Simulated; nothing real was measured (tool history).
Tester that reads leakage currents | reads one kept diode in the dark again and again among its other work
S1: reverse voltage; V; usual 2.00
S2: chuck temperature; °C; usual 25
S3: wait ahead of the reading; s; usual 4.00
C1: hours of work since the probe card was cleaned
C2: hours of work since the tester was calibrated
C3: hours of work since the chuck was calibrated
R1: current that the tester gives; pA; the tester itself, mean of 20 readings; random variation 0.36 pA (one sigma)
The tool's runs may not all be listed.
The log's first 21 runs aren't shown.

{"run": 22, "hour": 4459.3, "S1": 2.0, "S2": 40, "S3": 3.14, "C1": 2398, "C2": 3945, "C3": 1516, "R1": 458.35}
{"run": 23, "hour": 4666.6, "S1": 9.18, "S2": 25, "S3": 3.58, "C1": 2537, "C2": 4084, "C3": 1655, "R1": 285.73}
{"run": 24, "hour": 4942.6, "S1": 9.18, "S2": 25, "S3": 3.58, "C1": 2722, "C2": 4269, "C3": 1840, "R1": 287.02}
{"run": 25, "hour": 5096.0, "S1": 2.0, "S2": 30, "S3": 4.0, "C1": 2825, "C2": 4372, "C3": 1943, "R1": 200.67}
{"run": 26, "hour": 5275.7, "S1": 18.56, "S2": 55, "S3": 1.52, "C1": 2945, "C2": 4492, "C3": 2064, "R1": 4725.51}
{"run": 27, "hour": 5395.4, "S1": 6.55, "S2": 38, "S3": 2.86, "C1": 3026, "C2": 4573, "C3": 2144, "R1": 730.24}
{"run": 28, "hour": 5658.8, "S1": 6.55, "S2": 38, "S3": 2.86, "C1": 3202, "C2": 4749, "C3": 2321, "R1": 740.14}
{"hour": 5695.2, "done": "chuck's temperature calibrated"}
{"run": 29, "hour": 5938.9, "S1": 6.55, "S2": 38, "S3": 2.86, "C1": 3389, "C2": 4936, "C3": 164, "R1": 672.9}
{"hour": 6184.0, "done": "tester calibrated"}
{"run": 30, "hour": 6184.0, "S1": 6.55, "S2": 38, "S3": 2.86, "C1": 3552, "C2": 0, "C3": 327, "R1": 699.5}
{"run": 31, "hour": 6395.5, "S1": 6.55, "S2": 38, "S3": 2.86, "C1": 3694, "C2": 142, "C3": 468, "R1": 704.57}

Forecast each of these 3 alternatives for the next run:
{"run": "A", "hour": 6592.9, "S1": 6.49, "S2": 25, "S3": 6.12, "C1": 3826, "C2": 274, "C3": 601, "R1": "?"}
{"run": "B", "hour": 6592.9, "S1": 4.08, "S2": 25, "S3": 0.51, "C1": 3826, "C2": 274, "C3": 601, "R1": "?"}
{"run": "C", "hour": 6592.9, "S1": 3.25, "S2": 22, "S3": 4.1, "C1": 3826, "C2": 274, "C3": 601, "R1": "?"}

run=A R1=235.46
run=B R1=185.80
run=C R1=124.38
Without the tool's hidden state the same runs would have given:
run=A R1=216.99
run=B R1=173.26
run=C R1=114.95
